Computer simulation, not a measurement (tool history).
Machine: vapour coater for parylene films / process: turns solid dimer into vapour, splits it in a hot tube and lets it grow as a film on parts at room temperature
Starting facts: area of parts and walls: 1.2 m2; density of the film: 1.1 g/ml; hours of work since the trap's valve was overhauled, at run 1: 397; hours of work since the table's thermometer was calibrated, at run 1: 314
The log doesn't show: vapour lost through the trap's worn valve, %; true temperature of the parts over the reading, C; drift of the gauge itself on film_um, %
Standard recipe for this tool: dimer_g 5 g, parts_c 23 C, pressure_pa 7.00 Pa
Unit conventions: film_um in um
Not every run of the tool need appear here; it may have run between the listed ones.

| run | hour | dimer_g | parts_c | pressure_pa | hours of work since the trap's valve was overhauled | hours of work since the table's thermometer was calibrated | film_um |
|---|---|---|---|---|---|---|---|
| 1 | 0.0 | 5 | 23 | 7.00 | 397 | 314 | 1.66 |
| 2 | 35.5 | 2 | 23 | 7.00 | 423 | 341 | 0.67 |
| 3 | 69.8 | 5 | 23 | 7.47 | 449 | 366 | 1.63 |
| 4 | 108.2 | 5 | 23 | 7.00 | 477 | 395 | 1.60 |
|  | 121.1 | trap's valve overhauled |
| 5 | 140.6 | 5 | 23 | 7.00 | 14 | 416 | 1.76 |
| 6 | 171.1 | 5 | 23 | 2.94 | 37 | 438 | 1.91 |
| 7 | 194.2 | 5 | 23 | 2.94 | 54 | 455 | 1.89 |
|  | 198.8 | table's thermometer calibrated |
| 8 | 220.8 | 5 | 26 | 2.94 | 73 | 16 | 1.70 |
| 9 | 239.1 | 5 | 23 | 2.66 | 87 | 30 | 1.88 |
| 10 | 275.6 | 4 | 15 | 2.35 | 114 | 57 | 2.04 |
| 11 | 303.9 | 4 | 17 | 6.50 | 135 | 78 | 1.71 |

Hidden condition of the tool, last listed run before each entry between runs versus first listed run after:
Logged between run 4 and run 5: trap's valve overhauled (hour 121.1)
  vapour lost through the trap's worn valve, %: 8.2 -> 0.5; true temperature of the parts over the reading, C: 0.4 -> 0.42
  difference, measured minus the result without the unlogged condition, film_um: -0.18 -> -0.03 um
Logged between run 7 and run 8: table's thermometer calibrated (hour 198.8)
  vapour lost through the trap's worn valve, %: 1.1 -> 1.4; true temperature of the parts over the reading, C: 0.45 -> 0.69
  difference, measured minus the result without the unlogged condition, film_um: -0.06 -> -0.06 um
